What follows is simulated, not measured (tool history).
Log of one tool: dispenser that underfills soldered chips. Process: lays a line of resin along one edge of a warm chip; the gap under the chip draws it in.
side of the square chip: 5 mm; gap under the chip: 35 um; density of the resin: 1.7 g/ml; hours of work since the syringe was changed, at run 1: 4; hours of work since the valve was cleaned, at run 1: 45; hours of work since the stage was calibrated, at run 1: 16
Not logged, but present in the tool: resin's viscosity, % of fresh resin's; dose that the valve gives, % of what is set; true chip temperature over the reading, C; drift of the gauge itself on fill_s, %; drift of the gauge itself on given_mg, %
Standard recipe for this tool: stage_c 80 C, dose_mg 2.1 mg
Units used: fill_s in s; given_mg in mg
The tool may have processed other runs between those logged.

run  hour  stage_c  dose_mg  hours of work since the syringe was changed  hours of work since the valve was cleaned  hours of work since the stage was calibrated  fill_s  given_mg
  1     0       80      2.1                                            4                                         45                                            16    32.5      2.02
  2   4.7       80      2.1                                            7                                         48                                            19    41.4         2
      8.3  -- new syringe of resin
  3   9.4       80      2.1                                            1                                         51                                            23    25.6      2.01
  4  13.2       80      2.2                                            4                                         54                                            25    30.9       2.1
  5  18.4       80      2.2                                            7                                         58                                            29    39.4      2.07
  6  20.7       80      2.2                                            9                                         60                                            31    45.8      2.08
     21.9  -- new syringe of resin
  7  24.2       80      2.2                                            2                                         62                                            33    27.2      2.08
  8  26.3       80      2.2                                            3                                         64                                            35    30.7       2.1
  9  29.6       80      2.2                                            6                                         66                                            37    35.8      2.09
 10    33       80      2.2                                            8                                         68                                            40    41.1      2.07
     35.5  -- new syringe of resin
 11    36       80      2.2                                            0                                         70                                            42    25.3      2.08
 12  39.8       80      2.2                                            3                                         73                                            44    30.3      2.09
 13    42       80      2.2                                            5                                         75                                            46    35.1      2.08
 14  44.8       80      2.1                                            7                                         77                                            48    39.5      1.97
     49.1  -- new syringe of resin
 15  49.5       77     2.13                                            0                                         80                                            51    29.2      1.99
 16  53.9       77     2.13                                            4                                         83                                            55    36.5      1.99
 17  56.6       83     2.52                                            6                                         85                                            57    31.5      2.33
 18  60.2       82     2.36                                            8                                         88                                            59    38.3       2.2
     62.6  -- new syringe of resin
 19  64.8       82     2.36                                            2                                         91                                            62    25.7      2.17
 20  68.9       90     2.36                                            5                                         94                                            65      22      2.17
 21    74       90     2.36                                            8                                         98                                            69    27.8      2.17
     76.3  -- new syringe of resin
 22  77.1       74     2.53                                            1                                        100                                            71    32.5      2.32
 23  81.5       75      2.1                                            4                                        103                                            74    40.9      1.93
 24  83.6       74     2.34                                            5                                        105                                            76    45.9      2.12
 25  87.2       74     2.56                                            8                                        107                                            78    52.8      2.33
     89.7  -- new syringe of resin
 26  89.7       74     2.56                                            0                                        109                                            80    31.4      2.34
 27  93.3       78     2.19                                            3                                        111                                            83    32.9         2
 28    98       78     2.19                                            6                                        115                                            86    40.7      1.98

Run by run, hidden condition taken away, random variation retained:
run  fill_s  given_mg
  1    25.1       2.1
  2    25.4      2.09
  3    23.9       2.1
  4      24       2.2
  5    23.6      2.17
  6    24.5      2.19
  7    24.3       2.2
  8    24.7      2.21
  9    24.4       2.2
 10    23.8       2.2
 11    24.2      2.21
 12      24      2.23
 13    25.1      2.21
 14    24.5       2.1
 15    27.9      2.13
 16    28.2      2.14
 17    21.4      2.51
 18    21.7      2.37
 19    22.7      2.35
 20    15.7      2.35
 21    15.4      2.36
 22    30.6      2.53
 23    30.6      2.11
 24    31.2      2.32
 25    30.3      2.55
 26    30.9      2.56
 27      27       2.2
 28    26.2      2.19

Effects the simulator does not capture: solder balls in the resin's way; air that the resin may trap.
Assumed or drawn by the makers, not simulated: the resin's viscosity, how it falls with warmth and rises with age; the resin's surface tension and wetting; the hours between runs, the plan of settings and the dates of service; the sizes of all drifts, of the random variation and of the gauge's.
